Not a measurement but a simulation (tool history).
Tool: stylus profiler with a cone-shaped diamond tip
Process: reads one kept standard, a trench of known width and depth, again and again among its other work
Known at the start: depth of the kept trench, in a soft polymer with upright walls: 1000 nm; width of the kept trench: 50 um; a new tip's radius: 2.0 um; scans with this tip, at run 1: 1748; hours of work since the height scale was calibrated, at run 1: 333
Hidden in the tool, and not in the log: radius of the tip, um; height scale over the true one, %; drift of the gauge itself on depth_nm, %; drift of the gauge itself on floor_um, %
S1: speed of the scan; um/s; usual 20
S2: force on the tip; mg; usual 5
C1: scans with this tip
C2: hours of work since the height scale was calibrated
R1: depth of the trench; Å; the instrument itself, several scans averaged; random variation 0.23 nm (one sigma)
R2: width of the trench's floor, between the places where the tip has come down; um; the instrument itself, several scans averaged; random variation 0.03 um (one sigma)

{"run": 1, "hour": 0.0, "S1": 20, "S2": 5, "C1": 1748, "C2": 333, "R1": 10079.8, "R2": 46.31}
{"run": 2, "hour": 67.7, "S1": 20, "S2": 5, "C1": 1921, "C2": 366, "R1": 10080.4, "R2": 46.31}
{"run": 3, "hour": 137.0, "S1": 20, "S2": 5, "C1": 2097, "C2": 400, "R1": 10077.6, "R2": 46.37}
{"run": 4, "hour": 222.6, "S1": 20, "S2": 5, "C1": 2314, "C2": 441, "R1": 10078.2, "R2": 46.23}
{"run": 5, "hour": 269.5, "S1": 20, "S2": 5, "C1": 2433, "C2": 464, "R1": 10074.8, "R2": 46.25}
{"run": 6, "hour": 325.4, "S1": 20, "S2": 5, "C1": 2576, "C2": 491, "R1": 10073.8, "R2": 46.29}
{"run": 7, "hour": 364.6, "S1": 20, "S2": 5, "C1": 2675, "C2": 510, "R1": 10075.5, "R2": 46.26}
{"run": 8, "hour": 411.2, "S1": 20, "S2": 5, "C1": 2794, "C2": 533, "R1": 10077.2, "R2": 46.21}
{"run": 9, "hour": 484.2, "S1": 41, "S2": 5, "C1": 2980, "C2": 568, "R1": 10074.2, "R2": 46.15}
{"run": 10, "hour": 521.1, "S1": 20, "S2": 5, "C1": 3073, "C2": 586, "R1": 10070.8, "R2": 46.17}
{"run": 11, "hour": 579.7, "S1": 20, "S2": 5, "C1": 3222, "C2": 615, "R1": 10073.2, "R2": 46.24}
{"run": 12, "hour": 659.4, "S1": 20, "S2": 4.93, "C1": 3425, "C2": 653, "R1": 10070.2, "R2": 46.18}
{"run": 13, "hour": 750.6, "S1": 20, "S2": 5, "C1": 3657, "C2": 697, "R1": 10072.2, "R2": 46.19}
{"run": 14, "hour": 815.5, "S1": 20, "S2": 5, "C1": 3822, "C2": 729, "R1": 10068.7, "R2": 46.16}
{"run": 15, "hour": 892.1, "S1": 20, "S2": 5, "C1": 4017, "C2": 766, "R1": 10066.5, "R2": 46.15}
{"run": 16, "hour": 941.5, "S1": 20, "S2": 5, "C1": 4142, "C2": 790, "R1": 10062.5, "R2": 46.06}
{"run": 17, "hour": 1016.3, "S1": 10, "S2": 5, "C1": 4332, "C2": 826, "R1": 10067.1, "R2": 46.13}
{"run": 18, "hour": 1106.8, "S1": 20, "S2": 5, "C1": 4563, "C2": 870, "R1": 10064, "R2": 46.08}
{"run": 19, "hour": 1189.7, "S1": 20, "S2": 5, "C1": 4773, "C2": 910, "R1": 10067.2, "R2": 46.04}
{"run": 20, "hour": 1268.4, "S1": 20, "S2": 5, "C1": 4974, "C2": 949, "R1": 10067.8, "R2": 46.05}
{"run": 21, "hour": 1313.3, "S1": 20, "S2": 5, "C1": 5088, "C2": 970, "R1": 10062.4, "R2": 46.06}
{"run": 22, "hour": 1378.8, "S1": 20, "S2": 5, "C1": 5254, "C2": 1002, "R1": 10065, "R2": 46.02}
{"run": 23, "hour": 1462.9, "S1": 20, "S2": 5, "C1": 5468, "C2": 1043, "R1": 10056, "R2": 46.02}
{"run": 24, "hour": 1507.0, "S1": 20, "S2": 5, "C1": 5580, "C2": 1064, "R1": 10056.7, "R2": 46.04}
{"run": 25, "hour": 1561.5, "S1": 34, "S2": 2.72, "C1": 5719, "C2": 1091, "R1": 10029.8, "R2": 45.86}
{"run": 26, "hour": 1603.6, "S1": 79, "S2": 7.48, "C1": 5826, "C2": 1111, "R1": 10090.7, "R2": 45.85}
{"run": 27, "hour": 1647.9, "S1": 40, "S2": 7.48, "C1": 5938, "C2": 1133, "R1": 10085.9, "R2": 45.91}
{"run": 28, "hour": 1712.6, "S1": 7, "S2": 8.64, "C1": 6103, "C2": 1164, "R1": 10094.8, "R2": 45.99}
{"run": 29, "hour": 1785.9, "S1": 9, "S2": 8.53, "C1": 6289, "C2": 1199, "R1": 10097.5, "R2": 46.03}
{"run": 30, "hour": 1838.3, "S1": 9, "S2": 8.53, "C1": 6422, "C2": 1225, "R1": 10097.7, "R2": 45.93}
{"run": 31, "hour": 1919.9, "S1": 9, "S2": 8.53, "C1": 6630, "C2": 1264, "R1": 10094.7, "R2": 45.93}
{"run": 32, "hour": 1957.1, "S1": 18, "S2": 2.3, "C1": 6725, "C2": 1283, "R1": 10016.5, "R2": 45.86}
{"run": 33, "hour": 2012.1, "S1": 18, "S2": 2.39, "C1": 6864, "C2": 1309, "R1": 10018.3, "R2": 45.87}
{"run": 34, "hour": 2058.1, "S1": 51, "S2": 3.86, "C1": 6981, "C2": 1331, "R1": 10040.8, "R2": 45.71}
{"run": 35, "hour": 2109.0, "S1": 51, "S2": 3.86, "C1": 7111, "C2": 1356, "R1": 10040.2, "R2": 45.76}
{"run": 36, "hour": 2161.1, "S1": 12, "S2": 2.4, "C1": 7243, "C2": 1381, "R1": 10019.5, "R2": 45.86}
{"run": 37, "hour": 2242.1, "S1": 12, "S2": 2.4, "C1": 7449, "C2": 1421, "R1": 10018.2, "R2": 45.85}
{"run": 38, "hour": 2319.7, "S1": 18, "S2": 6.94, "C1": 7647, "C2": 1458, "R1": 10073.2, "R2": 45.84}
{"run": 39, "hour": 2401.6, "S1": 6, "S2": 5, "C1": 7855, "C2": 1498, "R1": 10046.2, "R2": 45.83}
{"run": 40, "hour": 2439.4, "S1": 18, "S2": 14.8, "C1": 7951, "C2": 1516, "R1": 10141.8, "R2": 45.84}
{"run": 41, "hour": 2488.4, "S1": 18, "S2": 14.8, "C1": 8075, "C2": 1540, "R1": 10140.7, "R2": 45.87}

Forecast each of these 4 alternatives for the next run:
{"run": "A", "hour": 2555.7, "S1": 6, "S2": 14.8, "C1": 8246, "C2": 1573, "R1": "?", "R2": "?"}
{"run": "B", "hour": 2555.7, "S1": 11, "S2": 5, "C1": 8246, "C2": 1573, "R1": "?", "R2": "?"}
{"run": "C", "hour": 2555.7, "S1": 12, "S2": 2.41, "C1": 8246, "C2": 1573, "R1": "?", "R2": "?"}
{"run": "D", "hour": 2555.7, "S1": 6, "S2": 6.7, "C1": 8246, "C2": 1573, "R1": "?", "R2": "?"}

run=A R1=10142.9 R2=45.85
run=B R1=10051.3 R2=45.84
run=C R1=10013.5 R2=45.76
run=D R1=10068.9 R2=45.83
Without the tool's hidden state the same runs would have given:
run=A R1=10184.3 R2=46.54
run=B R1=10092.3 R2=46.53
run=C R1=10054.3 R2=46.45
run=D R1=10109.9 R2=46.52

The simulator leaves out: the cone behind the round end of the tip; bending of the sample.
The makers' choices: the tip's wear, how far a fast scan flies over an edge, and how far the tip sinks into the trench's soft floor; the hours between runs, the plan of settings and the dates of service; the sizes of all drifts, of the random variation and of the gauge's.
